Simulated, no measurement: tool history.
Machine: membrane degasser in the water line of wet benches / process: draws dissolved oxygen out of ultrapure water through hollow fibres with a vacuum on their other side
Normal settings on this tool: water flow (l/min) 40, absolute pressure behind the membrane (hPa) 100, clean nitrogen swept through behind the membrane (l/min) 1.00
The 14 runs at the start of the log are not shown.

run	hour	water flow (l/min)	absolute pressure behind the membrane (hPa)	clean nitrogen swept through behind the membrane (l/min)	dissolved oxygen in the water behind the degasser (ppb)	pressure that the water loses in the fibres (hPa)
15	1809.8	40	100	2.58	540.2	657.2
16	1971.6	40	184	1.00	1341.9	656.1
17	2093.1	40	184	0.99	1347.7	655.6
18	2197.7	40	100	2.27	562.6	656.3
# hour 2229.6: gauge calibrated
19	2339.7	35	66	0.56	615.2	587.0
20	2487.0	38	181	2.44	767.7	635.2
21	2575.1	54	175	0.47	2274.1	905.3
22	2703.2	56	113	0.76	1330.0	933.4
23	2868.6	56	113	0.76	1347.3	930.7
24	2978.3	32	100	0.85	707.2	532.2
25	3129.4	37	173	0.48	1778.1	615.5
26	3266.0	41	97	2.26	576.3	673.5
27	3364.7	41	97	2.26	561.8	678.3
28	3491.7	41	97	2.26	574.6	678.2
29	3576.1	41	117	0.66	1154.9	678.4
30	3663.1	26	80	0.99	432.4	430.0
31	3779.6	30	61	1.49	332.7	495.4
# hour 3812.5: gauge calibrated
32	3922.7	34	77	0.69	644.1	568.6

Alternative continuations, all from the tool just after run 32; predict every row:
A	4100.4	59	111	1.40	?	?
B	4100.4	26	112	1.00	?	?
C	4100.4	34	100	0.52	?	?
D	4100.4	40	100	1.34	?	?

run	dissolved oxygen in the water behind the degasser (ppb)	pressure that the water loses in the fibres (hPa)
A	1073.2	987.8
B	577.8	434.8
C	973.1	573.3
D	694.1	670.8
Stripped of hidden state, with their random variation kept, the same runs would have yielded:
run	dissolved oxygen in the water behind the degasser (ppb)	pressure that the water loses in the fibres (hPa)
A	1071.6	990.0
B	576.8	435.7
C	972.0	574.6
D	692.8	672.3
